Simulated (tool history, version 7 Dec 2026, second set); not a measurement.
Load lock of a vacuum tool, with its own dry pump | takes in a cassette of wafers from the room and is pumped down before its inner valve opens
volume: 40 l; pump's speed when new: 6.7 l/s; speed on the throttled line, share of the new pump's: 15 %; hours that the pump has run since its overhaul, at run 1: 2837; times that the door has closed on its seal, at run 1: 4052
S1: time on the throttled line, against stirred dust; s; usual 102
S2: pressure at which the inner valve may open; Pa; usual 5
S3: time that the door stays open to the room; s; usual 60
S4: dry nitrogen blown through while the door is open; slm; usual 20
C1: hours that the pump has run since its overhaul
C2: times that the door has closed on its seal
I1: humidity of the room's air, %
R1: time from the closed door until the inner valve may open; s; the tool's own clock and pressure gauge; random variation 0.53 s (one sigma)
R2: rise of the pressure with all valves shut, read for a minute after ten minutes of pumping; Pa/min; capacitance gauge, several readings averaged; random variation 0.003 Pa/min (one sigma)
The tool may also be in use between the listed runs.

run	day	S1	S2	S3	S4	C1	C2	I1	R1	R2
1	0	102	5	60	20	2837	4052	47.8	146	0.044
2	4.721	102	5	60	20	2950	4598	43	147.2	0.039
3	7.238	102	6	60	20	3011	4889	43.9	145.5	0.039
4	9.904	102	6	60	20	3075	5197	47.5	146.2	0.043
5	14.621	113	5	60	20	3188	5743	44.9	156.9	0.046
6	19.583	102	5	60	20	3307	6316	46.4	147.2	0.04
7	24.046	102	5	228	20	3414	6833	45.9	145.8	0.118
8	26.792	102	5	60	20	3480	7151	43.9	146.4	0.038
9	29.267	102	5	60	20	3539	7437	43.9	148.4	0.043
10	34.329	116	5	60	20	3661	8022	43.5	160.2	0.034
11	37.658	64	5	60	20	3741	8407	46.8	114.5	0.041
12	41.592	102	5	60	22	3835	8862	47.5	147.8	0.043
13	44.608	102	5	60	8	3907	9211	46.1	147.4	0.056
14	49.446	102	5	60	8	4024	9771	44.7	148.4	0.057
15	53.779	139	10	147	4	4128	10272	45.1	173.6	0.125
16	57.862	139	10	147	4	4226	10744	41.3	174.6	0.116
17	63.246	139	10	147	4	4355	11367	45.9	173.8	0.121
18	67.712	102	5	60	20	4462	11883	43.8	147	0.038
19	70.396	102	8	63	10	4526	12194	44.1	144	0.054
20	75.35	56	5	100	7	4645	12767	46.4	108.1	0.077
21	80.075	99	5	78	7	4759	13313	45.6	144.5	0.073
22	84.375	99	5	78	7	4862	13811	43.2	144	0.061
23	89.546	99	5	78	7	4986	14409	44.9	144.7	0.068
24	93.933	102	5	60	20	5091	14916	44.4	146.8	0.037

Forecast each of these 3 alternatives for the next run:
A	97.154	102	5	60	20	5169	15289	44.2	?	?
B	97.154	163	5	57	20	5169	15289	44.6	?	?
C	97.154	102	5	60	10	5169	15289	42.9	?	?

run	R1	R2
A	146.8	0.04
B	199.6	0.035
C	147	0.045
Without the tool's hidden state the same runs would have given:
run	R1	R2
A	146.7	0.04
B	199.6	0.035
C	147	0.045
